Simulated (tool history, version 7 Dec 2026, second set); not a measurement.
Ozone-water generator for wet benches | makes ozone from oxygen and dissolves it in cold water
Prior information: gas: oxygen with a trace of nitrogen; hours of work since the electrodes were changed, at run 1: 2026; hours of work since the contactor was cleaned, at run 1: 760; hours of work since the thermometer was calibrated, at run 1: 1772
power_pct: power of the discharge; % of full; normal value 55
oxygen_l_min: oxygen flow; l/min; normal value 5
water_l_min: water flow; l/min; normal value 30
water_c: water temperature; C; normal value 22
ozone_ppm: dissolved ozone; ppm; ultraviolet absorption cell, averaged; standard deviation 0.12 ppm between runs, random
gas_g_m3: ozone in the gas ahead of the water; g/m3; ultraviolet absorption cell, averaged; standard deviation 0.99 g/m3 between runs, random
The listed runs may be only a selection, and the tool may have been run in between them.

run,day,power_pct,oxygen_l_min,water_l_min,water_c,hours of work since the electrodes were changed,hours of work since the contactor was cleaned,hours of work since the thermometer was calibrated,ozone_ppm,gas_g_m3
1,0,55,5,30,22,2026,760,1772,11.6,165.6
2,4.783,55,5.65,30,22,2133,867,1880,11,152.3
3,8.825,55,5,30,22,2224,957,1970,11.4,165.3
4,11.696,55,5,30,22,2288,1022,2034,11.1,164.8
5,14.079,55,5,30,22,2342,1075,2088,11.1,165.1
6,18.438,55,5,30,22,2439,1173,2186,11.2,164.8
7,22.475,42,5,30,22,2530,1263,2276,9.1,131.3
8,25.762,42,5,30,22,2603,1337,2350,9.1,133.4
9,30.088,59,5,30,15,2700,1434,2447,12.7,174.1
10,32.712,61,5,34,15,2759,1493,2505,11.6,176
11,37.083,55,5.45,22,22,2857,1591,2603,15.1,155.5
12,39.992,55,5.14,21,22,2922,1656,2668,16.2,162.3
# day 41.15: water thermometer calibrated
13,44.412,55,5,19,22,3021,1754,73,17.3,161.8
14,46.721,65,5,40,22,3072,1806,125,9.1,184.3
15,50.821,65,5,40,22,3164,1898,217,9.3,183.7
16,55.054,65,5,40,22,3259,1993,312,9.3,183.3

Here are 3 independent what-if runs from the current tool condition. What would each one return?
A,59.542,65,7.91,43,22,3360,2093,412,?,?
B,59.542,46,5,40,22,3360,2093,412,?,?
C,59.542,76,5,20,16,3360,2093,412,?,?

run,ozone_ppm,gas_g_m3
A,8.5,138.5
B,7.2,141.2
C,23.4,206.9
Had the tool no hidden state, the same runs would have come out as:
run,ozone_ppm,gas_g_m3
A,9.2,147.3
B,7.6,147.5
C,25.4,221.9
